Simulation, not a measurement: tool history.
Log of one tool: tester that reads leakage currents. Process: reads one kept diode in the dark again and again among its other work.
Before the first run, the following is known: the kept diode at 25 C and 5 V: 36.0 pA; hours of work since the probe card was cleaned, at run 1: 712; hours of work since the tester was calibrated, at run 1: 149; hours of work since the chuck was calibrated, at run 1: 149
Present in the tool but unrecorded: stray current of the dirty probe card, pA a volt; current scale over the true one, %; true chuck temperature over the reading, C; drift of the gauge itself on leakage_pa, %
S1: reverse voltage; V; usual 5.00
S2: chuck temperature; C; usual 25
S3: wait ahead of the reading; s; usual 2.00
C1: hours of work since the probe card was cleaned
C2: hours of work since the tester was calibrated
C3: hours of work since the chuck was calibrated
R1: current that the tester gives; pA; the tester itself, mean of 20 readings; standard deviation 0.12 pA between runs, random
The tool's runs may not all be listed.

run,day,S1,S2,S3,C1,C2,C3,R1
1,0.000,5.00,25,2.00,712,149,149,43.27
2,6.288,5.00,25,2.00,815,252,252,44.31
3,12.779,5.00,25,2.00,922,359,359,45.67
4,19.429,5.00,25,2.00,1032,469,469,46.67
5,24.429,5.00,25,2.00,1114,551,551,47.73
6,31.479,5.00,25,2.00,1230,667,667,49.29
7,39.288,5.00,25,2.00,1359,796,796,50.46
8,47.412,5.00,25,2.00,1493,930,930,52.16
9,51.292,5.00,25,2.00,1557,994,994,52.59
10,57.554,5.00,25,2.00,1660,1097,1097,54.19
# day 59.550: probe card cleaned and baked
11,63.771,5.00,25,2.00,70,1197,1197,61.60
12,70.833,5.00,25,2.00,186,1313,1313,63.46
13,76.267,5.00,25,2.00,275,1403,1403,64.04
14,84.921,5.00,25,2.00,418,1545,1545,65.49
# day 88.496: probe card cleaned and baked, once more
15,90.888,5.00,25,5.21,39,1642,1642,41.07
16,98.633,5.00,25,5.21,167,1769,1769,42.20
17,103.196,5.00,25,5.21,242,1844,1844,43.09
18,109.950,1.12,22,0.42,353,1956,1956,13.88
19,115.012,1.23,29,4.06,437,2039,2039,27.03
20,119.267,4.36,25,3.13,507,2109,2109,42.48
# day 126.812: tester calibrated
# day 127.238: chuck's temperature calibrated
21,127.238,15.24,27,0.45,635,6,0,108.66
22,134.404,15.24,27,0.45,753,124,118,113.10
23,140.183,4.16,53,1.97,849,219,213,379.28
24,144.504,1.21,35,8.93,920,290,284,41.27
25,150.250,5.00,25,1.49,1014,385,379,46.25
26,156.754,2.63,26,5.60,1121,492,486,32.77
27,164.321,2.63,26,5.60,1246,616,611,33.73
28,173.017,2.63,30,8.25,1389,760,754,47.35
29,177.408,5.00,37,9.60,1462,832,826,126.59
30,182.617,5.00,25,5.06,1547,918,912,51.96
31,186.983,5.00,25,5.06,1619,990,984,52.81

Below are 4 alternative next runs, each starting from the tool's condition after run 31. Predict each:
# day 191.467: probe card cleaned and baked
A,192.575,5.00,34,6.98,18,1080,1074,?
# day 191.467: probe card cleaned and baked
B,192.575,5.00,25,1.02,18,1080,1074,?
# day 191.467: probe card cleaned and baked
C,192.575,9.33,29,1.53,18,1080,1074,?
# day 191.467: probe card cleaned and baked
D,192.575,13.15,43,2.35,18,1080,1074,?

run,R1
A,88.86
B,40.12
C,83.48
D,347.78
With the hidden condition removed and each run's random variation left untouched, the same runs would have given:
run,R1
A,82.93
B,37.30
C,77.69
D,325.94
